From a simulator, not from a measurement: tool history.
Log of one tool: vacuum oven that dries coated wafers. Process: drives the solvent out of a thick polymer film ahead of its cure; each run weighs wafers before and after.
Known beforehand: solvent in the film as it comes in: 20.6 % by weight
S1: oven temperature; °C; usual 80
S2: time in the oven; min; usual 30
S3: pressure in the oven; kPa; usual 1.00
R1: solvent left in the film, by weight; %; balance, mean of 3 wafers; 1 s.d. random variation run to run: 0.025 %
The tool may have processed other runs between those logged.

run   hour  S1  S2    S3    R1
  1    0.0  80  30  1.00  5.02
  2   73.1  80  30  1.00  5.00
  3  141.4  68  30  1.00  8.17
  4  210.6  68  30  1.00  8.12
  5  241.2  80  30  1.00  4.95
  6  284.7  80  30  1.00  4.95
  7  339.9  80  30  0.59  4.89
  8  378.6  80  30  0.59  4.83
  9  425.4  80  30  0.59  4.85
 10  484.3  80  30  0.59  4.87
 11  531.6  80  32  1.00  4.65
 12  562.9  80  32  1.00  4.63
 13  607.1  80  32  1.00  4.63
 14  654.4  83  48  0.73  1.94
 15  694.7  72  22  0.51  8.72
 16  747.2  72  22  0.51  8.80
 17  785.9  77  29  0.92  5.98
 18  825.2  82  18  0.52  7.44
 19  876.2  82  18  0.52  7.43

What will run 20 give?
     931.8  -- oven's thermocouples calibrated
 20  944.3  82  18  0.52   ?

Run 20 measured R1 7.40 %.
If the tool had no hidden condition, the same run with the same run-to-run variation would have returned R1 7.40 %.
